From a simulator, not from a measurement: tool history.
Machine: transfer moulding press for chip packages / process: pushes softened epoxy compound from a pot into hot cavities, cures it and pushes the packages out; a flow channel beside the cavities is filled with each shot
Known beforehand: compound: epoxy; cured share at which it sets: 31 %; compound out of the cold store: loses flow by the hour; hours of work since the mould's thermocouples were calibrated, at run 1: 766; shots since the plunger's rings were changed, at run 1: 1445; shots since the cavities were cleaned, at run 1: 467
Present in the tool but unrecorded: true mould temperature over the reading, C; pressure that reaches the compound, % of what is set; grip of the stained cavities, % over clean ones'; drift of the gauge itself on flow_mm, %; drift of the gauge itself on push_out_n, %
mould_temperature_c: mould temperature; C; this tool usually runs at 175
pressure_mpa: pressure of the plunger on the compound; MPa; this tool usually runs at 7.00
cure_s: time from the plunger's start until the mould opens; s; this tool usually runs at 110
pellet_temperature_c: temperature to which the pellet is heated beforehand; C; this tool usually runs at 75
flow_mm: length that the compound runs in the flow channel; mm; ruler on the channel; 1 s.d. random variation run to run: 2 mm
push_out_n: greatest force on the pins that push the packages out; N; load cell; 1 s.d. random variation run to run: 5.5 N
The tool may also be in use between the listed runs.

run   hour  mould_temperature_c  pressure_mpa  cure_s  pellet_temperature_c  hours of work since the mould's thermocouples were calibrated  shots since the plunger's rings were changed  shots since the cavities were cleaned  incoming compound's hours out of the cold store  flow_mm  push_out_n
  1    0.0                  175          7.00     110                    75                                                            766                                          1445                                    467                                             22.7      602         245
  2   35.0                  175          7.00     110                    71                                                            781                                          1682                                    704                                             21.1      602         258
      78.1  -- cavities cleaned with cleaning compound and waxed
  3   85.6                  175          7.00     110                    75                                                            801                                          2014                                     51                                             37.9      565         333
  4  133.9                  175          7.00     110                    75                                                            821                                          2341                                    378                                             37.2      567         326
  5  159.6                  175          7.00     110                    75                                                            831                                          2515                                    552                                             19.9      601         344
  6  196.9                  175          7.00     110                    75                                                            847                                          2767                                    804                                             24.7      593         327
     208.0  -- mould's thermocouples calibrated
     226.3  -- cavities cleaned with cleaning compound and waxed
  7  250.1                  175          7.06     110                    75                                                             17                                          3103                                    161                                             29.9      582         218
     260.3  -- cavities cleaned with cleaning compound and waxed, once more
  8  278.3                  175          8.24     110                    75                                                             28                                          3284                                    122                                             42.6      604         210
  9  323.6                  175          6.04     110                    75                                                             47                                          3590                                    428                                             23.2      552         256
 10  370.0                  174          7.00     110                    75                                                             66                                          3904                                    742                                             32.5      579         285
     407.8  -- plunger's sealing rings changed
     409.3  -- cavities cleaned with cleaning compound and waxed
 11  409.3                  175          8.12     110                    75                                                             80                                             0                                      0                                             46.5      602         183
 12  441.4                  175          7.97     110                    75                                                             94                                           217                                    217                                             33.5      628         231
 13  486.7                  175          5.27     110                    67                                                            112                                           524                                    524                                             26.6      519         262
 14  510.4                  175          7.84     110                    69                                                            122                                           684                                    684                                             34.0      621         283
 15  536.6                  175          8.45     110                    70                                                            133                                           861                                    861                                             38.2      631         287
     556.8  -- cavities cleaned with cleaning compound and waxed
 16  564.3                  175          8.45     110                    70                                                            144                                          1038                                     51                                             29.6      651         212
 17  587.5                  175          8.45     110                    70                                                            153                                          1195                                    208                                             32.1      644         219
 18  615.9                  175          7.84      97                    70                                                            165                                          1387                                    400                                              9.1      669         302
 19  644.3                  173          7.42      97                    70                                                            177                                          1579                                    592                                             15.1      648         383
 20  690.2                  173          7.42      97                    70                                                            196                                          1890                                    903                                             23.0      625         398

Branching from run 20: 3 alternative next runs. What would each branch give?
     707.4  -- cavities cleaned with cleaning compound and waxed
  A  721.4                  179          6.29     147                    75                                                            208                                          2091                                     95                                             19.3        ?           ?
     707.4  -- cavities cleaned with cleaning compound and waxed
  B  721.4                  169          6.58     109                    75                                                            208                                          2091                                     95                                             18.5        ?           ?
     707.4  -- cavities cleaned with cleaning compound and waxed
  C  721.4                  168          8.76     117                    70                                                            208                                          2091                                     95                                             10.2        ?           ?

run  flow_mm  push_out_n
  A      560         172
  B      610         299
  C      729         286
With no hidden state in the tool, these same runs would have given:
run  flow_mm  push_out_n
  A      571         158
  B      622         281
  C      744         268

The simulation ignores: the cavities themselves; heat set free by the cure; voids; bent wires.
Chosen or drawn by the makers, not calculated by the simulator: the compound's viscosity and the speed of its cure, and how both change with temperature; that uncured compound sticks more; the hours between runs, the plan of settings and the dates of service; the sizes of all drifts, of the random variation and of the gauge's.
